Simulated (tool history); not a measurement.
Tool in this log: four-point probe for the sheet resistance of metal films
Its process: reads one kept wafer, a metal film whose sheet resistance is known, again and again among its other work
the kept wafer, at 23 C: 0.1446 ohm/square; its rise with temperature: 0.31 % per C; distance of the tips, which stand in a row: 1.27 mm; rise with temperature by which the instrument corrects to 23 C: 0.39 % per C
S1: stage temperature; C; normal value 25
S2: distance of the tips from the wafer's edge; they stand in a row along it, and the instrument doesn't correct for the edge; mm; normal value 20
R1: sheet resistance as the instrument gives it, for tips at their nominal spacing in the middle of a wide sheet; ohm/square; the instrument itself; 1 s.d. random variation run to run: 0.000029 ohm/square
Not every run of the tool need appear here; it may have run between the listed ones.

run,hour,S1,S2,R1
1,0,25,20,0.145268
2,54.7,25,20,0.145255
3,136.2,25,20,0.145261
4,197.2,25,20,0.14534
5,251.7,25,20,0.145333
6,291.1,25,20,0.145356
7,363.8,25,20,0.145366
8,448.5,25,20,0.14537
9,490.5,29,20,0.145006
10,542.2,29,20,0.144948
11,629.8,25,36,0.14529
12,669.4,19,20,0.146197
13,711.6,19,20,0.146228
14,796,19,20,0.146212
15,886.2,19,24,0.146191
16,929.3,25,45,0.145265
17,993,25,45,0.145302
18,1052.3,25,20,0.145509
19,1138.2,25,20,0.145623
20,1197,25,20,0.145642
21,1240.7,25,20,0.145687
# hour 1288.7: stage's thermometer calibrated
22,1300.4,25,20,0.145453
23,1354.4,25,20,0.145464
24,1402.8,27,20,0.145324
25,1478.7,24,6,0.148798
26,1552.1,24,6,0.148762
27,1638.6,23,29,0.145629
28,1696.3,27,35,0.145143
29,1742.9,24,14,0.146039
30,1831,24,57,0.145442
31,1918.9,24,57,0.145535
32,1968.6,24,57,0.145485
33,2048,30,10,0.146138
34,2095.9,25,66,0.145439
35,2188.8,25,66,0.145503
36,2227.7,25,68,0.145458
37,2309.8,22,11,0.146908
38,2347.6,30,11,0.145968
39,2420.4,25,8,0.147437
40,2490.7,25,3,0.158252
41,2558.4,25,3,0.158275
42,2598.9,25,8,0.147529
43,2657.2,25,49,0.145614
44,2721.2,28,45,0.145322

What if the next run were any one of these 5? Each begins from the tool's condition after run 44:
A,2775.6,25,31,?
B,2775.6,21,42,?
C,2775.6,28,4,?
D,2775.6,28,19,?
E,2775.6,29,8,?

run,R1
A,0.145728
B,0.146161
C,0.152718
D,0.145658
E,0.147089
With the hidden condition removed and each run's random variation left untouched, the same runs would have given:
run,R1
A,0.144469
B,0.144897
C,0.151405
D,0.1444
E,0.145821

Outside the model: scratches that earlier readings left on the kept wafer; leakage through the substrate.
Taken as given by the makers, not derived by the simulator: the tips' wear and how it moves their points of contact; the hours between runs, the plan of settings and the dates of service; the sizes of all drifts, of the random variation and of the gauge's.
